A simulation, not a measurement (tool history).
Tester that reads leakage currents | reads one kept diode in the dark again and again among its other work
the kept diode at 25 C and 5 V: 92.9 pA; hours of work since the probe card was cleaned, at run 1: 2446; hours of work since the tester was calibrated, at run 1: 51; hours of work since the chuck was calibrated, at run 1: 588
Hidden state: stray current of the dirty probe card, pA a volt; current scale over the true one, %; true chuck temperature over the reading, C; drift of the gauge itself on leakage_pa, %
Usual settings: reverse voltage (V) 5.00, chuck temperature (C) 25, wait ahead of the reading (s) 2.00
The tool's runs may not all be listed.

run,day,reverse voltage (V),chuck temperature (C),wait ahead of the reading (s),hours of work since the probe card was cleaned,hours of work since the tester was calibrated,hours of work since the chuck was calibrated,current that the tester gives (pA)
1,0.000,5.00,25,2.00,2446,51,588,106.26
# day 2.896: probe card cleaned and baked
2,3.946,7.78,25,2.00,19,122,659,118.44
3,6.588,7.78,25,2.00,68,171,707,119.23
4,9.950,5.00,25,2.00,131,233,770,99.04
5,12.775,5.00,23,2.00,183,285,822,84.29
6,14.800,9.89,25,2.00,220,323,860,134.18
7,18.871,9.89,25,2.00,296,398,935,136.33
8,21.800,5.00,25,2.00,350,452,989,101.23
9,23.996,5.00,25,3.19,391,493,1030,101.62
10,26.458,5.00,25,3.19,436,539,1075,101.81
11,28.296,5.00,25,3.19,470,573,1109,101.58
12,30.675,5.00,25,3.19,514,617,1153,102.88
13,32.933,5.00,25,0.96,556,659,1195,104.59
14,35.075,5.00,25,0.96,596,698,1235,104.49
15,37.467,5.00,25,0.96,640,742,1279,105.06
16,39.821,5.00,25,0.96,684,786,1323,105.18
17,42.112,2.03,45,0.35,726,828,1365,317.82
# day 44.158: chuck's temperature calibrated
18,46.017,4.29,38,0.41,797,899,34,243.25
19,48.804,3.74,26,0.89,848,951,86,91.53
20,51.296,3.74,26,0.89,894,997,132,91.94
21,53.975,5.00,31,1.28,944,1047,182,154.95
22,56.275,6.17,37,1.28,987,1089,224,266.97
# day 56.554: tester calibrated
23,59.271,4.90,25,5.37,1041,50,278,97.17
24,61.483,5.00,25,3.66,1082,91,319,98.09
25,63.921,5.00,25,2.70,1127,136,364,98.65
26,67.425,5.00,25,2.70,1192,201,429,99.18
# day 70.758: tester calibrated, once more
27,71.754,5.00,25,2.70,1270,18,508,99.82
28,74.442,5.00,37,0.74,1320,68,558,247.89
29,76.608,5.00,46,0.74,1360,108,598,476.16
30,80.600,5.00,42,0.75,1434,182,672,360.10
31,83.388,5.00,42,0.75,1486,234,723,360.14

Hidden state or all else? Some run-to-run changes of current that the tester gives (pA), split into what the settings, what came in and random variation would give without the hidden state, and what is left for the hidden state (with any gauge scatter that isn't in both results):
Run 1 -> 2: reverse voltage (V) 5.00 -> 7.78, probe card cleaned and baked. current that the tester gives (pA) +12.18: hidden state -7.74, all else +19.92.
Run 16 -> 17: reverse voltage (V) 5.00 -> 2.03, chuck temperature (C) 25 -> 45, wait ahead of the reading (s) 0.96 -> 0.35. current that the tester gives (pA) +212.64: hidden state +14.29, all else +198.35.
Run 17 -> 18: reverse voltage (V) 2.03 -> 4.29, chuck temperature (C) 45 -> 38, wait ahead of the reading (s) 0.35 -> 0.41, chuck's temperature calibrated. current that the tester gives (pA) -74.57: hidden state -26.03, all else -48.54.
Run 22 -> 23: reverse voltage (V) 6.17 -> 4.90, chuck temperature (C) 37 -> 25, wait ahead of the reading (s) 1.28 -> 5.37, tester calibrated. current that the tester gives (pA) -169.80: hidden state -0.18, all else -169.62.
Run 28 -> 29: chuck temperature (C) 37 -> 46. current that the tester gives (pA) +228.27: hidden state +4.37, all else +223.90.

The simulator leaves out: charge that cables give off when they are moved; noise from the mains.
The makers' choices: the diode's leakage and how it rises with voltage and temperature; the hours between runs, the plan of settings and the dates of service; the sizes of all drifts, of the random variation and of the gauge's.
